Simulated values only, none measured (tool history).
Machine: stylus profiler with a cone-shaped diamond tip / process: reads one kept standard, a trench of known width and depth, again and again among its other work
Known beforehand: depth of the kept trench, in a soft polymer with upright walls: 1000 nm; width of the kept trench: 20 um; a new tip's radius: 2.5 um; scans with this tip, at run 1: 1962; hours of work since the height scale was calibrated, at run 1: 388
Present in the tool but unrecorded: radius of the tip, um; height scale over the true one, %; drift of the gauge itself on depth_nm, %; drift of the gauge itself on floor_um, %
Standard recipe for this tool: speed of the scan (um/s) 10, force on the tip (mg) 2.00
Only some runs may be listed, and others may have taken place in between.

run	hour	speed of the scan (um/s)	force on the tip (mg)	scans with this tip	hours of work since the height scale was calibrated	depth of the trench (Å)	width of the trench's floor (um)
1	0.0	10	2.00	1962	388	10059.4	15.98
2	46.7	10	3.49	2071	410	10094.7	15.94
3	106.1	10	2.00	2210	437	10066.2	15.95
4	151.8	10	2.00	2317	459	10068.0	16.04
5	183.8	10	2.00	2392	473	10066.8	15.92
6	225.6	10	2.00	2490	493	10065.9	15.96
7	292.7	10	2.00	2647	524	10065.8	15.99
8	341.6	10	2.00	2761	546	10062.8	16.00
9	398.2	10	2.00	2893	573	10067.3	16.00
10	461.9	5	2.00	3042	602	10066.8	15.98
11	510.2	5	2.00	3155	624	10066.5	16.01
12	555.5	10	2.00	3261	645	10067.0	16.05
13	604.7	10	2.00	3376	668	10064.3	15.98
14	662.1	10	2.00	3510	695	10066.2	15.92
15	728.8	10	3.59	3666	725	10094.0	16.04
16	799.6	10	3.59	3832	758	10095.3	15.97
17	848.3	10	2.00	3946	781	10066.2	15.94
18	878.2	10	2.00	4016	795	10065.1	16.00
19	939.2	10	2.00	4158	823	10062.1	15.98
20	995.3	10	2.00	4289	849	10065.5	15.96
21	1042.5	10	2.46	4399	871	10072.2	16.01
22	1085.5	34	2.00	4500	890	10067.3	15.91
23	1124.4	20	2.41	4591	909	10071.8	16.02
24	1170.2	33	0.91	4698	930	10038.4	15.94
25	1209.9	13	4.87	4791	948	10114.9	15.90
26	1279.2	36	5.85	4953	980	10129.2	15.93
27	1323.7	36	5.85	5057	1001	10133.2	15.92
28	1370.0	3	0.80	5165	1022	10035.5	16.01
29	1415.4	17	0.72	5271	1043	10035.6	16.01
30	1480.9	4	5.96	5425	1073	10131.0	16.03
31	1515.8	9	2.73	5506	1090	10080.4	15.97
32	1550.9	9	2.73	5588	1106	10078.2	16.01
33	1586.7	9	2.73	5672	1122	10077.3	15.94
34	1634.6	31	2.36	5784	1145	10072.0	15.90
35	1700.7	4	2.00	5938	1175	10059.9	15.97
36	1730.8	4	2.00	6009	1189	10064.3	16.02
37	1766.7	4	2.00	6093	1206	10066.4	16.00
38	1820.8	25	1.09	6219	1231	10038.8	15.89
39	1874.2	23	1.94	6344	1255	10058.3	15.94
40	1941.7	11	0.89	6502	1287	10039.7	15.99
41	1986.0	11	0.89	6605	1307	10039.3	15.95
42	2014.8	11	0.92	6673	1320	10036.4	15.95

Forecast each of these 5 alternatives for the next run:
A	2071.8	7	2.55	6806	1347	?	?
B	2071.8	10	0.75	6806	1347	?	?
C	2071.8	17	1.12	6806	1347	?	?
D	2071.8	23	0.86	6806	1347	?	?
E	2071.8	27	3.01	6806	1347	?	?

run	depth of the trench (Å)	width of the trench's floor (um)
A	10077.6	15.99
B	10033.7	15.96
C	10045.9	15.94
D	10036.0	15.93
E	10084.6	15.97
With the hidden condition removed and each run's random variation left untouched, the same runs would have given:
run	depth of the trench (Å)	width of the trench's floor (um)
A	10078.0	16.00
B	10034.1	15.98
C	10046.3	15.96
D	10036.4	15.94
E	10085.0	15.98
